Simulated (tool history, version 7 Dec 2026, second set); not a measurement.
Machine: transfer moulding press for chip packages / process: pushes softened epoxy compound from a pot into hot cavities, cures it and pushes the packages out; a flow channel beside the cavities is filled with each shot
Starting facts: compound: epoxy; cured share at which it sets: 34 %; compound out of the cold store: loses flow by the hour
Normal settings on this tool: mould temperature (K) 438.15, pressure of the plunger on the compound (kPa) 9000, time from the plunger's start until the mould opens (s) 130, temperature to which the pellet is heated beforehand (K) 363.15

| run | day | mould temperature (K) | pressure of the plunger on the compound (kPa) | time from the plunger's start until the mould opens (s) | temperature to which the pellet is heated beforehand (K) | incoming compound's hours out of the cold store | length that the compound runs in the flow channel (mm) | greatest force on the pins that push the packages out (N) |
|---|---|---|---|---|---|---|---|---|
| 1 | 0.000 | 438.15 | 9000 | 130 | 363.15 | 29.7 | 673 | 662 |
| 2 | 0.542 | 438.15 | 6880 | 130 | 363.15 | 35.5 | 567 | 707 |
| 3 | 1.233 | 438.15 | 6880 | 130 | 363.15 | 18.6 | 619 | 783 |
|  | 1.438 | cavities cleaned with cleaning compound and waxed |
|  | 1.562 | mould's thermocouples calibrated |
| 4 | 1.867 | 438.15 | 6880 | 167 | 363.15 | 36.6 | 565 | 460 |
| 5 | 2.271 | 438.15 | 6880 | 167 | 363.15 | 34.4 | 569 | 473 |
| 6 | 2.638 | 438.15 | 6880 | 167 | 363.15 | 11.9 | 639 | 474 |
| 7 | 3.000 | 438.15 | 10910 | 130 | 363.15 | 38.4 | 699 | 613 |
| 8 | 3.292 | 438.15 | 10910 | 130 | 363.15 | 21.7 | 768 | 664 |
| 9 | 3.962 | 438.15 | 9000 | 130 | 363.15 | 37.0 | 641 | 667 |
| 10 | 4.288 | 438.15 | 9000 | 130 | 363.15 | 15.1 | 721 | 697 |
| 11 | 4.579 | 438.15 | 9000 | 130 | 363.15 | 44.4 | 619 | 697 |
| 12 | 4.979 | 438.15 | 9000 | 130 | 363.15 | 30.2 | 661 | 681 |
|  | 5.429 | cavities cleaned with cleaning compound and waxed |
| 13 | 5.508 | 438.15 | 7660 | 130 | 363.15 | 16.0 | 657 | 555 |
| 14 | 5.938 | 441.15 | 7660 | 130 | 363.15 | 19.6 | 637 | 522 |
| 15 | 6.279 | 439.15 | 7940 | 161 | 370.15 | 9.8 | 690 | 484 |
| 16 | 6.992 | 439.15 | 7940 | 161 | 370.15 | 40.9 | 585 | 520 |
| 17 | 7.708 | 438.15 | 8950 | 130 | 365.15 | 14.6 | 716 | 693 |
| 18 | 8.162 | 438.15 | 8950 | 130 | 365.15 | 19.9 | 692 | 698 |
| 19 | 8.812 | 432.15 | 9680 | 130 | 363.15 | 25.2 | 712 | 1092 |
| 20 | 9.212 | 438.15 | 9000 | 145 | 363.15 | 46.9 | 601 | 625 |
|  | 9.329 | cavities cleaned with cleaning compound and waxed |
| 21 | 9.758 | 444.15 | 9000 | 132 | 363.15 | 21.1 | 673 | 470 |

What will run 22 give?
| 22 | 10.062 | 444.15 | 9000 | 125 | 363.15 | 45.6 | ? | ? |

{"run 22": {"length that the compound runs in the flow channel (mm)": 592, "greatest force on the pins that push the packages out (N)": 499}}
Were there no unlogged condition in the tool, this run, its random variation unchanged, would have produced length that the compound runs in the flow channel (mm) 614, greatest force on the pins that push the packages out (N) 436.
